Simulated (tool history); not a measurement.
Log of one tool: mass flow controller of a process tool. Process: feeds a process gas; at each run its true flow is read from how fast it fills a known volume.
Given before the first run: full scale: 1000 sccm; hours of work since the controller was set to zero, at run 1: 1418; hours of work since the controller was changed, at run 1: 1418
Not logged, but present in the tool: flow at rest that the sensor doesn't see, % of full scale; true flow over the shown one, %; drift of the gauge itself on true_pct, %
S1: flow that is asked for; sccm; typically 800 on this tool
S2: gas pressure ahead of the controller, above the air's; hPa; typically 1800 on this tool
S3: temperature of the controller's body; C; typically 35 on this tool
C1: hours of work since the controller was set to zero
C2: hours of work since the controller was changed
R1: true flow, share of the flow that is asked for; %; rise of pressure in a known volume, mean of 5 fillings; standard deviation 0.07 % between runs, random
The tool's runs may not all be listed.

run	hour	S1	S2	S3	C1	C2	R1
1	0	800	1800	35	1418	1418	98.58
2	51.5	800	1800	35	1456	1456	98.52
3	124.2	800	1800	35	1508	1508	98.68
4	185.4	800	1800	35	1553	1553	98.61
5	222.2	800	1880	35	1579	1579	98.43
6	307.4	800	1800	32	1641	1641	98.8
7	387.9	800	1800	32	1699	1699	98.77
8	451.2	867	1800	32	1745	1745	99
9	527.7	800	1800	35	1800	1800	98.64
10	580.1	800	1800	35	1838	1838	98.55
11	634.9	800	1800	35	1878	1878	98.65
12	684.8	800	1800	35	1914	1914	98.67
13	730.4	800	1800	35	1947	1947	98.63
14	799.8	800	1800	35	1997	1997	98.67
15	845.3	800	1800	35	2030	2030	98.64
16	928.3	749	1800	35	2090	2090	98.35
17	980.1	749	1800	35	2127	2127	98.4
18	1019.5	268	2790	26	2156	2156	97.91
19	1091.2	271	1800	35	2208	2208	97.31
20	1172.9	191	1800	38	2267	2267	96.98
21	1251.2	441	2220	38	2323	2323	97.37
22	1297.9	441	2030	38	2357	2357	97.32
23	1340.2	441	2030	38	2388	2388	97.3
24	1417.4	344	2170	23	2444	2444	98.44
25	1473.1	234	1910	35	2484	2484	97.14
26	1537.5	234	1910	35	2531	2531	97.24
27	1607.4	234	1910	35	2581	2581	97.34
28	1660.1	234	1910	35	2619	2619	97.31
29	1710.7	468	1560	35	2656	2656	97.83
30	1758.6	468	1560	35	2690	2690	97.78
31	1847.1	468	1560	35	2754	2754	97.78

Below, each run's measurement less what the same run would have read without the hidden state. Both values contain the same run-to-run variation, but the gauge's scatter may not be the same in both:
run	R1
1	-0.02
2	-0.02
3	-0.02
4	-0.02
5	-0.03
6	-0.02
7	-0.03
8	-0.04
9	-0.03
10	-0.03
11	-0.03
12	-0.03
13	-0.03
14	-0.03
15	-0.03
16	-0.02
17	-0.02
18	+0.21
19	+0.21
20	+0.37
21	+0.07
22	+0.07
23	+0.07
24	+0.14
25	+0.3
26	+0.3
27	+0.31
28	+0.31
29	+0.06
30	+0.07
31	+0.06

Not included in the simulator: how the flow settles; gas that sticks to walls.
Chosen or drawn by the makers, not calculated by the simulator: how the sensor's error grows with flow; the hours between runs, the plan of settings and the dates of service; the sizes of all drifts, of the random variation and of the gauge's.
